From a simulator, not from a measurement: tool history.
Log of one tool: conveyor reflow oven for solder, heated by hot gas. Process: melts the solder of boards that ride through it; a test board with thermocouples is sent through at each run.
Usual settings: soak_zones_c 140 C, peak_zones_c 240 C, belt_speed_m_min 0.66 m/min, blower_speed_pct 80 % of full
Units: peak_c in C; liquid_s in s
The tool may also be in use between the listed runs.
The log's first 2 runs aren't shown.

run	hour	soak_zones_c	peak_zones_c	belt_speed_m_min	blower_speed_pct	peak_c	liquid_s
3	60	140	240	0.66	80	227.2	54.01
4	96	140	240	0.66	80	227.1	54.05
5	119.1	140	240	0.66	80	227.3	54.09
# hour 129.6: thermocouples of zones 6 and 7 changed
6	153.8	155	240	0.66	80	227.5	59.18
7	177.8	140	240	0.66	54	217.1	47.82
8	212.3	140	240	0.66	62	220	49.89
9	233.3	140	240	0.66	62	219.8	49.87
10	270.1	140	240	0.66	62	219.7	49.78
11	294.7	139	240	0.66	80	224.5	52.66
# hour 300.8: belt drive overhauled, speed set with a stopwatch
12	337.3	139	240	0.66	80	224.5	52.49
13	361.6	140	240	0.66	80	224.3	52.91
14	378.9	140	240	0.66	80	224.2	52.81
15	405.2	140	240	0.66	80	224.2	52.75
# hour 427.6: belt drive overhauled, speed set with a stopwatch, once more
16	436.8	140	240	0.66	80	223.4	51.61
17	472.3	140	240	0.66	80	223.5	51.67
18	501.1	141	233	0.555	84	223	62.31
19	531.7	143	240	0.66	80	223.8	52.52
20	555.9	143	238	0.614	80	224	56.99
21	586.9	154	248	0.539	71	236.1	75.6
22	605.7	132	248	0.569	71	231.1	62.28
23	636.2	131	240	0.66	51	211.7	40
# hour 645.5: flux residue cleaned out of gas plates and filters
24	663.7	133	240	0.765	52	210	33.51
25	688.9	140	237	0.66	63	219.4	49.33
26	712.8	151	246	0.66	63	229.3	57.93
27	745.6	140	240	0.608	80	228.7	59.41

Forecast run 28:
28	772	140	230	0.655	80	?	?

{"run 28": {"peak_c": 217.6, "liquid_s": 49.43}}
Without the tool's hidden state the same run would have given peak_c 217.9 C, liquid_s 49.77 s.

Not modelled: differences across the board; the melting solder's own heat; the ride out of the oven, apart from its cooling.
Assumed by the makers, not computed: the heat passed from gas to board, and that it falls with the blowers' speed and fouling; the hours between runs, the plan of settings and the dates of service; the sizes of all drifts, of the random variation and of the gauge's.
